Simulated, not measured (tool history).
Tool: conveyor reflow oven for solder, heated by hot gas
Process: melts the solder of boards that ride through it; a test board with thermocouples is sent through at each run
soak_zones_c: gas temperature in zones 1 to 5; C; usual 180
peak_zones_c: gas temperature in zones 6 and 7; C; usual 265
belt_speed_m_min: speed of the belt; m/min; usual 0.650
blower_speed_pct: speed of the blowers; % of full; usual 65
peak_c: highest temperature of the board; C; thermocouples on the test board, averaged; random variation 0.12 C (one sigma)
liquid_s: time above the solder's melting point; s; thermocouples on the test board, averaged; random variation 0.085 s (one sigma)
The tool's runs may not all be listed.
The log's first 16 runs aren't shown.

run,day,soak_zones_c,peak_zones_c,belt_speed_m_min,blower_speed_pct,hours of work since the flux was cleaned out,hours of work since the belt drive was overhauled,hours of work since the thermocouples were changed,peak_c,liquid_s
17,16.229,176,265,0.722,85,130,629,164,249.3,48.93
18,17.012,176,265,0.722,85,142,641,177,249.0,49.09
19,17.704,176,256,0.722,58,153,652,188,236.8,36.86
20,18.450,180,274,0.627,65,165,664,199,258.9,64.75
21,19.792,180,265,0.617,57,186,685,221,249.5,59.54
22,20.358,182,265,0.663,82,195,694,229,252.0,58.03
# day 21.575: flux residue cleaned out of gas plates and filters
23,21.783,180,265,0.779,65,3,713,249,244.4,42.16
24,22.796,192,265,0.532,51,19,729,265,254.4,80.46
25,24.100,192,265,0.532,51,40,750,285,254.6,80.30
26,24.954,180,265,0.650,55,53,763,299,248.0,54.76
27,25.533,180,265,0.650,55,62,772,308,247.7,54.80
28,26.825,180,265,0.650,55,83,793,328,248.0,54.70
29,27.800,180,258,0.565,67,98,808,344,247.4,64.94
30,28.458,180,260,0.650,65,109,819,354,245.5,53.39
31,29.817,190,260,0.701,65,130,840,375,245.0,52.91

Forecast each of these 4 alternatives for the next run:
A,30.417,194,260,0.687,76,139,849,385,?,?
B,30.417,180,265,0.683,68,139,849,385,?,?
C,30.417,190,277,0.718,85,139,849,385,?,?
D,30.417,175,259,0.545,65,139,849,385,?,?

run,peak_c,liquid_s
A,247.7,58.63
B,248.4,53.03
C,261.8,61.73
D,248.0,66.11
Without the tool's hidden state the same runs would have given:
run,peak_c,liquid_s
A,248.6,58.04
B,249.3,52.57
C,262.7,60.92
D,248.9,65.52

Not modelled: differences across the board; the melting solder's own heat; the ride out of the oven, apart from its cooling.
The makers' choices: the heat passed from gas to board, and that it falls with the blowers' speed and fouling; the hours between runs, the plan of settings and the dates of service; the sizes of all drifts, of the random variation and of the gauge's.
